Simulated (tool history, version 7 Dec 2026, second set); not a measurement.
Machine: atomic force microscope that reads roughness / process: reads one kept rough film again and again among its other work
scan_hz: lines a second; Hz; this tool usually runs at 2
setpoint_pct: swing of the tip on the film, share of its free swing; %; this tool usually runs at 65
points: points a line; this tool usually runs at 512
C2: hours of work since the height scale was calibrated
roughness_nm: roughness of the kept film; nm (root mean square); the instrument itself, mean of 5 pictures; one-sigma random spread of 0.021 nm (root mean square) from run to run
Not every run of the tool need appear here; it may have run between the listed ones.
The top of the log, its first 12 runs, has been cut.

Run 13, day 9.1: usual settings; pictures with this tip 97; C2 555. Result: roughness_nm 5 nm (root mean square).
Run 14, day 9.738: usual settings; pictures with this tip 125; C2 563. Result: roughness_nm 4.97 nm (root mean square).
Run 15, day 10.8: usual settings; pictures with this tip 173; C2 577. Result: roughness_nm 4.92 nm (root mean square).
Run 16, day 11.8: usual settings but scan_hz 2.57 Hz, setpoint_pct 58 %, points 269; pictures with this tip 218; C2 590. Result: roughness_nm 4.838 nm (root mean square).
Run 17, day 12.8: usual settings but scan_hz 2.57 Hz, setpoint_pct 58 %, points 269; pictures with this tip 263; C2 603. Result: roughness_nm 4.813 nm (root mean square).
Run 18, day 13.567: usual settings but scan_hz 0.64 Hz, setpoint_pct 71 %, points 665; pictures with this tip 298; C2 613. Result: roughness_nm 4.834 nm (root mean square).
Run 19, day 14.212: usual settings but scan_hz 0.64 Hz, setpoint_pct 71 %, points 665; pictures with this tip 327; C2 621. Result: roughness_nm 4.82 nm (root mean square).
Run 20, day 14.854: usual settings but scan_hz 0.64 Hz, setpoint_pct 71 %, points 665; pictures with this tip 356; C2 630. Result: roughness_nm 4.792 nm (root mean square).
At day 15.3: new tip fitted.
Run 21, day 15.383: usual settings but points 338; pictures with this tip 3; C2 636. Result: roughness_nm 5.081 nm (root mean square).
Run 22, day 16.321: usual settings but scan_hz 0.64 Hz, setpoint_pct 71 %, points 335; pictures with this tip 46; C2 649. Result: roughness_nm 5.156 nm (root mean square).
Run 23, day 16.867: usual settings but scan_hz 0.65 Hz; pictures with this tip 70; C2 656. Result: roughness_nm 5.126 nm (root mean square).
Run 24, day 17.725: usual settings but scan_hz 0.65 Hz; pictures with this tip 109; C2 667. Result: roughness_nm 5.111 nm (root mean square).
Run 25, day 18.3: usual settings but setpoint_pct 82 %, points 360; pictures with this tip 135; C2 674. Result: roughness_nm 4.728 nm (root mean square).
Run 26, day 19.05: usual settings but scan_hz 2.35 Hz, setpoint_pct 81 %, points 727; pictures with this tip 168; C2 684. Result: roughness_nm 4.672 nm (root mean square).
Run 27, day 19.775: usual settings but setpoint_pct 62 %, points 561; pictures with this tip 201; C2 693. Result: roughness_nm 4.907 nm (root mean square).
Run 28, day 20.679: usual settings but setpoint_pct 62 %, points 561; pictures with this tip 242; C2 705. Result: roughness_nm 4.844 nm (root mean square).
Run 29, day 21.188: usual settings but setpoint_pct 62 %, points 561; pictures with this tip 265; C2 712. Result: roughness_nm 4.803 nm (root mean square).
Run 30, day 21.95: usual settings but scan_hz 2.28 Hz, setpoint_pct 61 %, points 561; pictures with this tip 299; C2 722. Result: roughness_nm 4.779 nm (root mean square).

Each row is a separate what-if for the run after 30, all from the same tool condition, not one after another. Results?
Run A, day 22.429: usual settings but scan_hz 1.88 Hz, setpoint_pct 61 %, points 561; pictures with this tip 320; C2 728. Result: roughness_nm ?.
Run B, day 22.429: usual settings but scan_hz 0.77 Hz, setpoint_pct 67 %, points 709; pictures with this tip 320; C2 728. Result: roughness_nm ?.
Run C, day 22.429: usual settings but scan_hz 0.5 Hz; pictures with this tip 320; C2 728. Result: roughness_nm ?.
Run D, day 22.429: usual settings but scan_hz 0.62 Hz, setpoint_pct 61 %, points 981; pictures with this tip 320; C2 728. Result: roughness_nm ?.
Run E, day 22.429: usual settings but scan_hz 1.32 Hz, points 396; pictures with this tip 320; C2 728. Result: roughness_nm ?.

run  roughness_nm
  A         4.732
  B         4.859
  C         4.877
  D         4.864
  E         4.715
Had the tool no hidden state, the same runs would have come out as:
run  roughness_nm
  A         5.166
  B         5.303
  C         5.322
  D         5.309
  E         5.148
